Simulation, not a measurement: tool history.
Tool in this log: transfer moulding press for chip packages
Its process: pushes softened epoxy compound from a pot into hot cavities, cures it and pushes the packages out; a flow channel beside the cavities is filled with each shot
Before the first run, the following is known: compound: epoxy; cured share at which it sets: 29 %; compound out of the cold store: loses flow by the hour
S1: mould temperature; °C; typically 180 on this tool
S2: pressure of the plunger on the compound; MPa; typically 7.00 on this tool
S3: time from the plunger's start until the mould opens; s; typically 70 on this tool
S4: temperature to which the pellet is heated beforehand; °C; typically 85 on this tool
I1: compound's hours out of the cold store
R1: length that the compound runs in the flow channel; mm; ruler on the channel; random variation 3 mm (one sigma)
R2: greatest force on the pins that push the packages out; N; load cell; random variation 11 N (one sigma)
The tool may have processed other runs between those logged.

Run 1, hour 0.0: usual settings; I1 16.8. Result: R1 541 mm, R2 684 N.
At hour 27.7: cavities cleaned with cleaning compound and waxed.
Run 2, hour 36.2: usual settings; I1 19.6. Result: R1 526 mm, R2 597 N.
At hour 68.9: cavities cleaned with cleaning compound and waxed.
Run 3, hour 74.8: usual settings; I1 33.6. Result: R1 486 mm, R2 581 N.
At hour 112.9: cavities cleaned with cleaning compound and waxed.
Run 4, hour 117.5: usual settings but S2 5.44 MPa; I1 15.5. Result: R1 476 mm, R2 561 N.
At hour 155.8: cavities cleaned with cleaning compound and waxed.
Run 5, hour 170.0: usual settings but S2 5.44 MPa; I1 29.5. Result: R1 431 mm, R2 638 N.
At hour 197.6: cavities cleaned with cleaning compound and waxed.
Run 6, hour 213.6: usual settings but S2 5.44 MPa; I1 9.0. Result: R1 482 mm, R2 687 N.
At hour 238.7: cavities cleaned with cleaning compound and waxed.
At hour 247.6: plunger's sealing rings changed.
Run 7, hour 269.0: usual settings but S2 5.44 MPa; I1 44.0. Result: R1 416 mm, R2 749 N.
At hour 283.2: cavities cleaned with cleaning compound and waxed.
Run 8, hour 318.3: usual settings but S2 5.44 MPa; I1 47.8. Result: R1 403 mm, R2 748 N.
At hour 325.3: cavities cleaned with cleaning compound and waxed.
Run 9, hour 351.0: usual settings but S2 5.44 MPa, S4 78 °C; I1 35.0. Result: R1 437 mm, R2 732 N.
At hour 366.8: cavities cleaned with cleaning compound and waxed.
Run 10, hour 395.1: usual settings; I1 41.6. Result: R1 479 mm, R2 736 N.
At hour 409.4: cavities cleaned with cleaning compound and waxed.
Run 11, hour 442.5: usual settings but S1 187 °C; I1 20.7. Result: R1 507 mm, R2 645 N.
At hour 453.3: cavities cleaned with cleaning compound and waxed.
At hour 494.1: cavities cleaned with cleaning compound and waxed.
Run 12, hour 500.5: usual settings but S1 187 °C; I1 45.4. Result: R1 449 mm, R2 449 N.
At hour 535.4: cavities cleaned with cleaning compound and waxed.
Run 13, hour 556.9: usual settings but S1 187 °C; I1 23.7. Result: R1 503 mm, R2 557 N.
At hour 577.1: cavities cleaned with cleaning compound and waxed.
Run 14, hour 608.7: usual settings but S2 8.13 MPa, S3 58 s; I1 46.5. Result: R1 483 mm, R2 1097 N.
At hour 621.6: cavities cleaned with cleaning compound and waxed.
Run 15, hour 633.3: usual settings but S2 7.14 MPa, S3 58 s, S4 84 °C; I1 46.2. Result: R1 449 mm, R2 864 N.
At hour 663.0: cavities cleaned with cleaning compound and waxed.
Run 16, hour 669.2: usual settings but S2 7.14 MPa, S3 58 s, S4 84 °C; I1 12.1. Result: R1 551 mm, R2 910 N.
At hour 703.9: cavities cleaned with cleaning compound and waxed.
At hour 710.1: mould's thermocouples calibrated.
Run 17, hour 723.8: usual settings but S1 177 °C, S2 7.92 MPa, S3 83 s, S4 90 °C; I1 21.4. Result: R1 554 mm, R2 666 N.
At hour 748.2: cavities cleaned with cleaning compound and waxed.
At hour 756.7: plunger's sealing rings changed.
Run 18, hour 770.8: usual settings but S1 173 °C, S3 79 s; I1 9.7. Result: R1 597 mm, R2 1002 N.
At hour 792.4: cavities cleaned with cleaning compound and waxed.
Run 19, hour 802.5: usual settings but S2 7.69 MPa, S3 104 s, S4 80 °C; I1 13.5. Result: R1 589 mm, R2 487 N.
At hour 834.4: cavities cleaned with cleaning compound and waxed.
Run 20, hour 850.2: usual settings but S1 177 °C, S2 7.28 MPa, S3 72 s; I1 28.7. Result: R1 524 mm, R2 845 N.
At hour 878.2: cavities cleaned with cleaning compound and waxed.
Run 21, hour 890.8: usual settings but S1 185 °C, S2 6.42 MPa, S3 66 s; I1 20.9. Result: R1 501 mm, R2 581 N.
At hour 920.8: cavities cleaned with cleaning compound and waxed.
Run 22, hour 944.1: usual settings but S1 174 °C, S4 94 °C; I1 38.0. Result: R1 492 mm, R2 1094 N.
At hour 962.2: cavities cleaned with cleaning compound and waxed.
Run 23, hour 986.0: usual settings but S4 88 °C; I1 30.1. Result: R1 505 mm, R2 750 N.
At hour 1003.9: cavities cleaned with cleaning compound and waxed.
Run 24, hour 1038.4: usual settings but S4 88 °C; I1 19.0. Result: R1 534 mm, R2 855 N.
At hour 1045.1: cavities cleaned with cleaning compound and waxed.
Run 25, hour 1083.3: usual settings but S2 8.78 MPa, S4 88 °C; I1 26.0. Result: R1 563 mm, R2 877 N.

Below are 4 alternative next runs, each starting from the tool's condition after run 25. Predict each:
At hour 1088.4: cavities cleaned with cleaning compound and waxed.
At hour 1131.1: cavities cleaned with cleaning compound and waxed.
Run A, hour 1131.9: usual settings but S2 7.79 MPa, S3 78 s, S4 83 °C; I1 13.5. Result: R1 ?, R2 ?.
At hour 1088.4: cavities cleaned with cleaning compound and waxed.
At hour 1131.1: cavities cleaned with cleaning compound and waxed.
Run B, hour 1131.9: usual settings but S2 5.64 MPa; I1 11.4. Result: R1 ?, R2 ?.
At hour 1088.4: cavities cleaned with cleaning compound and waxed.
At hour 1131.1: cavities cleaned with cleaning compound and waxed.
Run C, hour 1131.9: usual settings but S1 182 °C, S2 5.63 MPa, S4 80 °C; I1 34.9. Result: R1 ?, R2 ?.
At hour 1088.4: cavities cleaned with cleaning compound and waxed.
At hour 1131.1: cavities cleaned with cleaning compound and waxed.
Run D, hour 1131.9: usual settings but S2 8.78 MPa, S4 89 °C; I1 45.0. Result: R1 ?, R2 ?.

run   R1   R2
  A  570  441
  B  492  541
  C  429  453
  D  508  487
Without the tool's hidden state the same runs would have given:
run   R1   R2
  A  593  435
  B  512  541
  C  446  447
  D  528  483
